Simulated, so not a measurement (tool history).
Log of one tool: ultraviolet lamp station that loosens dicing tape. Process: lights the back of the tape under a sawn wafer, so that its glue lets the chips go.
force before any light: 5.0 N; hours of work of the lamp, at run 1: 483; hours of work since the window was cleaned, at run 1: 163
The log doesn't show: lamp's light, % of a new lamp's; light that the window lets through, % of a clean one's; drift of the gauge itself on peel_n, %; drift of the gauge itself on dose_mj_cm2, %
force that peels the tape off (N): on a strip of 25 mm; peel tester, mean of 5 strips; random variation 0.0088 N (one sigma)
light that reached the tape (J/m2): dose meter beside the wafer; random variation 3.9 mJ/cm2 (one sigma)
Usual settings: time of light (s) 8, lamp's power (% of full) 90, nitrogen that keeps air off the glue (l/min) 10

| run | day | time of light (s) | lamp's power (% of full) | nitrogen that keeps air off the glue (l/min) | hours of work of the lamp | hours of work since the window was cleaned | force that peels the tape off (N) | light that reached the tape (J/m2) |
|---|---|---|---|---|---|---|---|---|
| 1 | 0.000 | 8 | 90 | 10 | 483 | 163 | 0.742 | 4570 |
| 2 | 0.925 | 10 | 90 | 10 | 494 | 174 | 0.509 | 5660 |
| 3 | 2.475 | 10 | 90 | 10 | 512 | 192 | 0.519 | 5500 |
| 4 | 3.538 | 10 | 90 | 10 | 524 | 204 | 0.534 | 5460 |
| 5 | 4.583 | 8 | 97 | 10 | 536 | 216 | 0.758 | 4680 |
| 6 | 6.200 | 8 | 97 | 10 | 555 | 235 | 0.747 | 4590 |
| 7 | 7.038 | 8 | 97 | 10 | 565 | 245 | 0.768 | 4510 |
| 8 | 8.088 | 8 | 97 | 10 | 577 | 257 | 0.767 | 4540 |
| 9 | 9.692 | 8 | 97 | 10 | 596 | 276 | 0.798 | 4390 |
| 10 | 10.838 | 8 | 97 | 10 | 609 | 289 | 0.845 | 4320 |
| 11 | 12.400 | 8 | 79 | 10 | 627 | 308 | 1.185 | 3570 |
| 12 | 13.138 | 8 | 79 | 10 | 636 | 316 | 1.192 | 3460 |
|  | 14.304 | window cleaned of glue's vapour |
| 13 | 14.850 | 8 | 79 | 10 | 656 | 6 | 1.243 | 3290 |
| 14 | 16.271 | 8 | 79 | 10 | 672 | 23 | 1.236 | 3240 |
|  | 16.725 | lamp changed |
| 15 | 17.546 | 8 | 79 | 10 | 10 | 37 | 0.595 | 5190 |
| 16 | 18.712 | 8 | 90 | 5 | 23 | 51 | 0.815 | 5850 |
| 17 | 20.192 | 8 | 90 | 10 | 40 | 68 | 0.480 | 5750 |
| 18 | 21.046 | 6 | 90 | 10 | 50 | 78 | 0.848 | 4290 |
| 19 | 21.817 | 6 | 90 | 10 | 59 | 87 | 0.839 | 4290 |
|  | 21.950 | window cleaned of glue's vapour, once more |
| 20 | 22.671 | 6 | 90 | 10 | 69 | 8 | 0.718 | 4790 |
| 21 | 23.642 | 6 | 90 | 10 | 80 | 20 | 0.721 | 4720 |
| 22 | 25.175 | 6 | 90 | 10 | 98 | 38 | 0.748 | 4560 |
| 23 | 26.321 | 6 | 90 | 10 | 112 | 51 | 0.750 | 4560 |
| 24 | 27.679 | 6 | 90 | 10 | 127 | 67 | 0.777 | 4500 |
| 25 | 28.938 | 6 | 90 | 12 | 142 | 81 | 0.701 | 4430 |
| 26 | 30.633 | 6 | 90 | 12 | 162 | 101 | 0.742 | 4400 |
| 27 | 31.475 | 5 | 61 | 12 | 172 | 111 | 1.652 | 2460 |
| 28 | 32.208 | 8 | 67 | 11 | 180 | 120 | 0.797 | 4330 |
| 29 | 33.333 | 9 | 81 | 13 | 193 | 133 | 0.392 | 5810 |
| 30 | 34.429 | 9 | 81 | 13 | 206 | 145 | 0.415 | 5750 |
| 31 | 35.658 | 8 | 90 | 9 | 220 | 160 | 0.553 | 5610 |
| 32 | 36.700 | 12 | 90 | 12 | 233 | 172 | 0.195 | 8350 |

The next listed run, before its measurement:
| 33 | 38.117 | 5 | 70 | 7 | 249 | 188 | ? | ? |

{"run 33": {"force that peels the tape off (N)": 1.866, "light that reached the tape (J/m2)": 2630}}
Without the tool's hidden state the same run would have given force that peels the tape off (N) 1.529, light that reached the tape (J/m2) 3180.
